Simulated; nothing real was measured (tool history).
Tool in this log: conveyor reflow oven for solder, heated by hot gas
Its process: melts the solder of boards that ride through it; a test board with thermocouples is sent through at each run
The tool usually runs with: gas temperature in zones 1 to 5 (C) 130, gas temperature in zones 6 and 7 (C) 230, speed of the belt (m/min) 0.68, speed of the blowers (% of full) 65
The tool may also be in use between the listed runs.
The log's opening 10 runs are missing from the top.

| run | hour | gas temperature in zones 1 to 5 (C) | gas temperature in zones 6 and 7 (C) | speed of the belt (m/min) | speed of the blowers (% of full) | highest temperature of the board (C) | time above the solder's melting point (s) |
|---|---|---|---|---|---|---|---|
|  | 169.8 | flux residue cleaned out of gas plates and filters |
| 11 | 170 | 130 | 230 | 0.68 | 61 | 212.2 | 47.6 |
| 12 | 189.6 | 130 | 230 | 0.68 | 61 | 212 | 47.7 |
| 13 | 204.9 | 130 | 230 | 0.68 | 61 | 212.3 | 47.7 |
| 14 | 220.6 | 130 | 230 | 0.68 | 61 | 211.4 | 47 |
| 15 | 233.6 | 130 | 230 | 0.68 | 65 | 213 | 48.2 |
| 16 | 254.4 | 130 | 230 | 0.68 | 65 | 213.2 | 47.4 |
| 17 | 266.2 | 122 | 230 | 0.68 | 70 | 212.9 | 46.1 |
| 18 | 280.6 | 121 | 235 | 0.68 | 65 | 215.4 | 47.8 |
| 19 | 298.2 | 130 | 236 | 0.68 | 65 | 217.8 | 52 |
| 20 | 321.3 | 130 | 230 | 0.712 | 65 | 210.9 | 44 |
| 21 | 337.7 | 121 | 243 | 0.555 | 85 | 232.7 | 73.4 |
|  | 343.5 | belt drive overhauled, speed set with a stopwatch |
| 22 | 354.4 | 126 | 228 | 0.68 | 72 | 211.6 | 46.8 |
| 23 | 371.9 | 126 | 228 | 0.68 | 72 | 211.7 | 46.6 |
| 24 | 383.8 | 126 | 228 | 0.569 | 63 | 214.2 | 59.4 |
| 25 | 406.7 | 142 | 221 | 0.71 | 73 | 206.4 | 45.3 |
| 26 | 424.2 | 137 | 221 | 0.71 | 73 | 205.6 | 42.7 |
| 27 | 437.1 | 137 | 221 | 0.71 | 73 | 205.6 | 42.8 |
| 28 | 448.7 | 140 | 230 | 0.68 | 77 | 215.7 | 54 |
|  | 455.9 | belt drive overhauled, speed set with a stopwatch, once more |
| 29 | 473.2 | 140 | 230 | 0.68 | 77 | 215.7 | 53.1 |
| 30 | 488.9 | 140 | 230 | 0.68 | 77 | 215.2 | 53.3 |
| 31 | 509.5 | 130 | 230 | 0.545 | 60 | 216 | 63.6 |
| 32 | 529.4 | 130 | 233 | 0.592 | 64 | 217.1 | 59.3 |

3 ways to go on from here, each from the tool as it stands after run 32. What would each give?
| A | 546.2 | 123 | 234 | 0.68 | 63 | ? | ? |
| B | 546.2 | 117 | 233 | 0.592 | 80 | ? | ? |
| C | 546.2 | 135 | 230 | 0.68 | 65 | ? | ? |

| run | highest temperature of the board (C) | time above the solder's melting point (s) |
|---|---|---|
| A | 211.6 | 44.2 |
| B | 219.4 | 58.1 |
| C | 211.4 | 47.4 |
Take away the tool's hidden state, keep each run's random variation, and the runs would have read:
| run | highest temperature of the board (C) | time above the solder's melting point (s) |
|---|---|---|
| A | 216.4 | 48.4 |
| B | 224.2 | 62.1 |
| C | 215.9 | 51.4 |

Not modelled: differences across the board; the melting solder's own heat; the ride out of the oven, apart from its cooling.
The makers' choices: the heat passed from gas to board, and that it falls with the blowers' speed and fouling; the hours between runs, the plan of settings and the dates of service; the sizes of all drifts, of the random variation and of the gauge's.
